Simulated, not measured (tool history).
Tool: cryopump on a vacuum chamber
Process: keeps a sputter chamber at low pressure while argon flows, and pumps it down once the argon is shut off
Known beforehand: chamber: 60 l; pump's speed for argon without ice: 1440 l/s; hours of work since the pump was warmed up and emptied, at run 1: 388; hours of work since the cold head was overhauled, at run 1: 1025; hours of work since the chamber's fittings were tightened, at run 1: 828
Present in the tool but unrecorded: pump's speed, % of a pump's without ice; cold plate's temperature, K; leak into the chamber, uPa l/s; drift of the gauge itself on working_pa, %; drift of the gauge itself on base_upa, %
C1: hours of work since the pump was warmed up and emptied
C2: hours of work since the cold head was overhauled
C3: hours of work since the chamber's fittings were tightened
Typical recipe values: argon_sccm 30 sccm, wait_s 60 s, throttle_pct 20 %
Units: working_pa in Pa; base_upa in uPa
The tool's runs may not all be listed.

{"run": 1, "day": 0.0, "argon_sccm": 30, "wait_s": 60, "throttle_pct": 20, "C1": 388, "C2": 1025, "C3": 828, "working_pa": 0.187, "base_upa": 1.37}
{"run": 2, "day": 0.858, "argon_sccm": 30, "wait_s": 60, "throttle_pct": 20, "C1": 405, "C2": 1042, "C3": 845, "working_pa": 0.1874, "base_upa": 1.33}
{"run": 3, "day": 2.292, "argon_sccm": 30, "wait_s": 60, "throttle_pct": 20, "C1": 434, "C2": 1071, "C3": 874, "working_pa": 0.1879, "base_upa": 1.43}
{"run": 4, "day": 3.267, "argon_sccm": 30, "wait_s": 60, "throttle_pct": 20, "C1": 454, "C2": 1090, "C3": 894, "working_pa": 0.1888, "base_upa": 1.47}
{"run": 5, "day": 4.2, "argon_sccm": 30, "wait_s": 60, "throttle_pct": 20, "C1": 472, "C2": 1109, "C3": 913, "working_pa": 0.1894, "base_upa": 1.42}
{"run": 6, "day": 5.421, "argon_sccm": 41, "wait_s": 60, "throttle_pct": 20, "C1": 497, "C2": 1134, "C3": 937, "working_pa": 0.2611, "base_upa": 1.49}
{"run": 7, "day": 6.175, "argon_sccm": 41, "wait_s": 60, "throttle_pct": 20, "C1": 512, "C2": 1149, "C3": 952, "working_pa": 0.2602, "base_upa": 1.52}
{"run": 8, "day": 7.442, "argon_sccm": 30, "wait_s": 60, "throttle_pct": 20, "C1": 538, "C2": 1175, "C3": 978, "working_pa": 0.1918, "base_upa": 1.56}
{"run": 9, "day": 8.875, "argon_sccm": 28, "wait_s": 60, "throttle_pct": 20, "C1": 567, "C2": 1204, "C3": 1007, "working_pa": 0.1799, "base_upa": 1.6}
{"run": 10, "day": 10.504, "argon_sccm": 30, "wait_s": 60, "throttle_pct": 43, "C1": 599, "C2": 1236, "C3": 1040, "working_pa": 0.1003, "base_upa": 1.63}
{"run": 11, "day": 11.646, "argon_sccm": 30, "wait_s": 24, "throttle_pct": 20, "C1": 623, "C2": 1259, "C3": 1063, "working_pa": 0.1945, "base_upa": 2.59}
{"day": 11.975, "done": "pump warmed up, emptied and cooled again"}
{"run": 12, "day": 13.025, "argon_sccm": 33, "wait_s": 60, "throttle_pct": 20, "C1": 21, "C2": 1283, "C3": 1086, "working_pa": 0.1956, "base_upa": 1.38}
{"run": 13, "day": 14.571, "argon_sccm": 33, "wait_s": 60, "throttle_pct": 20, "C1": 52, "C2": 1314, "C3": 1117, "working_pa": 0.1956, "base_upa": 1.38}
{"run": 14, "day": 16.042, "argon_sccm": 33, "wait_s": 60, "throttle_pct": 20, "C1": 82, "C2": 1344, "C3": 1147, "working_pa": 0.1956, "base_upa": 1.4}
{"day": 16.258, "done": "leaking fittings of the chamber tightened, without venting"}
{"run": 15, "day": 17.238, "argon_sccm": 30, "wait_s": 38, "throttle_pct": 20, "C1": 104, "C2": 1366, "C3": 20, "working_pa": 0.1782, "base_upa": 1.04}
{"run": 16, "day": 18.033, "argon_sccm": 30, "wait_s": 60, "throttle_pct": 27, "C1": 120, "C2": 1382, "C3": 36, "working_pa": 0.1322, "base_upa": 0.77}
{"run": 17, "day": 18.954, "argon_sccm": 30, "wait_s": 60, "throttle_pct": 27, "C1": 139, "C2": 1401, "C3": 54, "working_pa": 0.1333, "base_upa": 0.81}
{"run": 18, "day": 20.008, "argon_sccm": 49, "wait_s": 37, "throttle_pct": 20, "C1": 160, "C2": 1422, "C3": 76, "working_pa": 0.2923, "base_upa": 1.18}
{"run": 19, "day": 20.983, "argon_sccm": 49, "wait_s": 37, "throttle_pct": 20, "C1": 180, "C2": 1442, "C3": 95, "working_pa": 0.2954, "base_upa": 1.17}
{"run": 20, "day": 21.912, "argon_sccm": 12, "wait_s": 46, "throttle_pct": 36, "C1": 199, "C2": 1461, "C3": 114, "working_pa": 0.0409, "base_upa": 1.0}
{"run": 21, "day": 23.267, "argon_sccm": 12, "wait_s": 46, "throttle_pct": 36, "C1": 226, "C2": 1488, "C3": 141, "working_pa": 0.0415, "base_upa": 1.03}
{"run": 22, "day": 24.9, "argon_sccm": 18, "wait_s": 283, "throttle_pct": 37, "C1": 259, "C2": 1521, "C3": 174, "working_pa": 0.0611, "base_upa": 0.44}
{"run": 23, "day": 26.117, "argon_sccm": 30, "wait_s": 99, "throttle_pct": 22, "C1": 283, "C2": 1545, "C3": 199, "working_pa": 0.1669, "base_upa": 0.69}
{"run": 24, "day": 26.988, "argon_sccm": 22, "wait_s": 132, "throttle_pct": 20, "C1": 301, "C2": 1563, "C3": 216, "working_pa": 0.1352, "base_upa": 0.64}
{"run": 25, "day": 28.188, "argon_sccm": 22, "wait_s": 132, "throttle_pct": 20, "C1": 325, "C2": 1587, "C3": 241, "working_pa": 0.1349, "base_upa": 0.66}
{"run": 26, "day": 28.879, "argon_sccm": 24, "wait_s": 154, "throttle_pct": 20, "C1": 339, "C2": 1601, "C3": 254, "working_pa": 0.149, "base_upa": 0.6}
{"run": 27, "day": 30.375, "argon_sccm": 24, "wait_s": 154, "throttle_pct": 20, "C1": 369, "C2": 1631, "C3": 285, "working_pa": 0.1468, "base_upa": 0.66}
{"run": 28, "day": 31.846, "argon_sccm": 40, "wait_s": 154, "throttle_pct": 20, "C1": 399, "C2": 1661, "C3": 314, "working_pa": 0.2472, "base_upa": 0.72}
{"run": 29, "day": 33.221, "argon_sccm": 16, "wait_s": 113, "throttle_pct": 18, "C1": 427, "C2": 1689, "C3": 342, "working_pa": 0.1114, "base_upa": 0.79}
{"run": 30, "day": 34.338, "argon_sccm": 30, "wait_s": 60, "throttle_pct": 27, "C1": 449, "C2": 1711, "C3": 365, "working_pa": 0.1412, "base_upa": 1.1}
{"run": 31, "day": 35.488, "argon_sccm": 30, "wait_s": 60, "throttle_pct": 27, "C1": 472, "C2": 1734, "C3": 388, "working_pa": 0.1422, "base_upa": 1.08}
{"run": 32, "day": 37.05, "argon_sccm": 15, "wait_s": 29, "throttle_pct": 26, "C1": 504, "C2": 1766, "C3": 419, "working_pa": 0.0734, "base_upa": 1.67}
{"run": 33, "day": 38.129, "argon_sccm": 14, "wait_s": 60, "throttle_pct": 22, "C1": 526, "C2": 1787, "C3": 441, "working_pa": 0.0813, "base_upa": 1.12}
{"run": 34, "day": 38.992, "argon_sccm": 15, "wait_s": 136, "throttle_pct": 16, "C1": 543, "C2": 1805, "C3": 458, "working_pa": 0.1169, "base_upa": 0.86}

Here are 4 independent what-if runs from the current tool condition. What would each one return?
{"run": "A", "day": 40.408, "argon_sccm": 26, "wait_s": 136, "throttle_pct": 37, "C1": 572, "C2": 1833, "C3": 487, "working_pa": "?", "base_upa": "?"}
{"run": "B", "day": 40.408, "argon_sccm": 26, "wait_s": 262, "throttle_pct": 16, "C1": 572, "C2": 1833, "C3": 487, "working_pa": "?", "base_upa": "?"}
{"run": "C", "day": 40.408, "argon_sccm": 15, "wait_s": 67, "throttle_pct": 16, "C1": 572, "C2": 1833, "C3": 487, "working_pa": "?", "base_upa": "?"}
{"run": "D", "day": 40.408, "argon_sccm": 24, "wait_s": 41, "throttle_pct": 16, "C1": 572, "C2": 1833, "C3": 487, "working_pa": "?", "base_upa": "?"}

run=A working_pa=0.0958 base_upa=0.89
run=B working_pa=0.2037 base_upa=0.79
run=C working_pa=0.1169 base_upa=1.12
run=D working_pa=0.1895 base_upa=1.43
The same runs, with their run-to-run variation unchanged, on a tool lacking any hidden condition would have given:
run=A working_pa=0.0823 base_upa=0.45
run=B working_pa=0.1902 base_upa=0.34
run=C working_pa=0.1092 base_upa=0.67
run=D working_pa=0.1770 base_upa=0.98
